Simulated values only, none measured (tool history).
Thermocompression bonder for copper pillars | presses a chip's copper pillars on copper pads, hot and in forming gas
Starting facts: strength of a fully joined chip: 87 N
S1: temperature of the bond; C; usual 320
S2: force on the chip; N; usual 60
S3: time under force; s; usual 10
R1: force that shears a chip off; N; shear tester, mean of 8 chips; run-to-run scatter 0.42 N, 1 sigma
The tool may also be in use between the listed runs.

run,hour,S1,S2,S3,R1
1,0.0,320,60,10,30.3
2,48.3,303,60,10,25.5
3,120.0,303,60,10,24.4
4,179.8,320,60,10,28.5
5,235.8,320,60,10,28.1
# hour 260.5: forming gas filter changed
6,300.8,320,60,10,28.7
7,370.9,320,60,10,29.2
8,430.1,320,60,10,28.9
9,485.7,320,60,10,28.0
# hour 520.7: forming gas filter changed
10,556.4,320,60,8,27.4
11,612.3,320,60,8,27.1
12,650.4,320,60,8,26.7
13,705.7,320,60,8,25.8
14,749.2,320,60,8,25.6
# hour 782.2: forming gas filter changed
15,820.4,320,45,8,20.1
16,879.9,320,45,8,20.6
17,913.1,320,45,12,24.1
# hour 957.5: force cell calibrated
18,957.5,337,60,10,35.6
19,1030.2,337,67,10,37.6
# hour 1048.8: forming gas filter changed
20,1075.1,337,67,10,40.4
21,1149.7,337,67,10,39.7
22,1219.5,337,67,10,39.2
23,1281.8,314,67,10,31.4
# hour 1308.9: forming gas filter changed
24,1315.7,320,47,10,25.1
25,1359.8,308,65,10,30.6
26,1430.8,308,65,10,29.7
27,1500.5,296,59,17,29.7
28,1556.0,320,60,6,24.0
# hour 1571.0: forming gas filter changed
29,1599.9,322,48,10,25.9
30,1670.3,322,48,10,25.5
31,1739.1,333,60,10,34.5
32,1783.0,333,60,10,33.3
33,1818.9,342,60,8,33.1
# hour 1833.7: forming gas filter changed
34,1871.2,311,63,22,41.8
35,1906.9,311,63,22,39.9
36,1954.4,301,55,27,34.5
37,2004.2,301,55,27,34.5
38,2074.3,338,46,10,26.8
# hour 2095.9: forming gas filter changed
39,2137.3,338,46,10,28.1
40,2176.0,338,46,10,28.2

For some of the steps in R1 from one run to the next: how much would appear even if the tool had no hidden state, given the settings, what came in and random variation, and how much remains for the hidden state plus any gauge scatter that the measured result and the result without hidden state don't share?
Hidden state at play: true temperature of the bond over the reading, C; force that reaches the chip, % of what is set; oxide that the forming gas leaves, % of the face; drift of the gauge itself on shear_n, %.
Run 17 -> 18: S1 320 -> 337, S2 45 -> 60, S3 12 -> 10, force cell calibrated. R1 +11.5 N: hidden state +1.1, all else +10.4.
Run 19 -> 20: forming gas filter changed. R1 +2.8 N: hidden state +2.3, all else +0.5.
Run 23 -> 24: S1 314 -> 320, S2 67 -> 47, forming gas filter changed. R1 -6.3 N: hidden state +2.0, all else -8.3.
Run 30 -> 31: S1 322 -> 333, S2 48 -> 60. R1 +9.0 N: hidden state -0.8, all else +9.8.
Run 33 -> 34: S1 342 -> 311, S2 60 -> 63, S3 8 -> 22, forming gas filter changed. R1 +8.7 N: hidden state +2.2, all else +6.5.
